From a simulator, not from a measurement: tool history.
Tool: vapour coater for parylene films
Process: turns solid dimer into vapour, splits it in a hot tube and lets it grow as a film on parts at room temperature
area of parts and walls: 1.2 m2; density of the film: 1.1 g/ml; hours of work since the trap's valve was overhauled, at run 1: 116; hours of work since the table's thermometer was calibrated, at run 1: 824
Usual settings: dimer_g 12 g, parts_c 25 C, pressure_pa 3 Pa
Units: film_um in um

run,hour,dimer_g,parts_c,pressure_pa,hours of work since the trap's valve was overhauled,hours of work since the table's thermometer was calibrated,film_um
1,0,12,25,3,116,824,6.61
2,39.8,12,25,11.77,146,854,4.72
3,62.5,12,25,11.77,164,872,4.69
4,108.2,12,25,11.77,198,907,4.81
5,140.5,12,25,11.77,223,931,4.73
# hour 147: trap's valve overhauled
6,174.2,12,25,11.77,21,954,4.79
7,195.9,12,25,11.55,37,970,4.77
# hour 214.4: table's thermometer calibrated
8,229.1,12,25,11.55,62,11,4.77
9,253.8,12,25,11.55,81,30,4.77
10,290.8,12,25,11.55,109,58,4.71
11,334.4,12,25,11.55,142,92,4.78
12,358.1,12,25,3,160,110,6.59
13,386.5,12,23,3,182,131,7.22
14,425.7,12,23,3,212,161,7.18
# hour 446: trap's valve overhauled
15,451.9,12,18,3,5,178,8.85
16,493.1,12,18,2.06,36,210,9.02
17,528.8,12,25,3,63,237,6.61
18,552.8,12,25,3,82,255,6.54
19,586.6,12,25,3,107,281,6.61
20,617.2,9,25,3,131,304,4.9
21,641.7,9,25,3,149,323,4.86
22,673.5,22,25,3,174,347,11.92
23,694.7,12,25,6.99,190,363,5.33
# hour 743.7: trap's valve overhauled
24,743.7,12,28,3,0,398,5.81
25,781.9,12,28,3,29,427,5.79
26,817.7,13,24,6.05,56,454,6.31
27,859,13,24,6.05,88,486,6.26
28,901.2,7,31,2.81,120,518,2.97
29,923.9,8,25,3,138,535,4.38
30,946.1,8,19,3,154,552,5.74
31,986.5,8,19,4.49,185,583,5.28
32,1020.4,19,30,4.93,211,609,7.28
# hour 1041.9: trap's valve overhauled
33,1071.4,21,20,3,23,645,14.5
34,1106.6,20,25,6.13,49,672,9.36
35,1141,12,20,3,76,698,8.35
36,1188.6,12,20,3,112,734,8.15
37,1210.2,12,20,3,128,751,8.08
38,1259.8,5,25,3.64,166,788,2.62
39,1303.8,5,25,3.64,200,822,2.55
# hour 1342.1: trap's valve overhauled
40,1343.6,13,27,9.57,1,849,4.88
41,1377,5,25,3.28,27,875,2.67
42,1403.8,11,25,3.74,47,895,5.75
43,1434,9,33,3,70,918,3.51
44,1472.7,12,33,3,100,948,4.59
45,1516.8,12,33,3,133,981,4.57
# hour 1522.5: table's thermometer calibrated
46,1561,12,31,8.2,166,29,3.89

Forecast each of these 4 alternatives for the next run:
A,1589.5,8,36,3.8,188,51,?
B,1589.5,15,31,8.2,188,51,?
C,1589.5,13,21,3.23,188,51,?
D,1589.5,12,29,8.2,188,51,?

run,film_um
A,2.56
B,4.89
C,8.33
D,4.26
Without the tool's hidden state the same runs would have given:
run,film_um
A,2.57
B,4.92
C,8.36
D,4.28
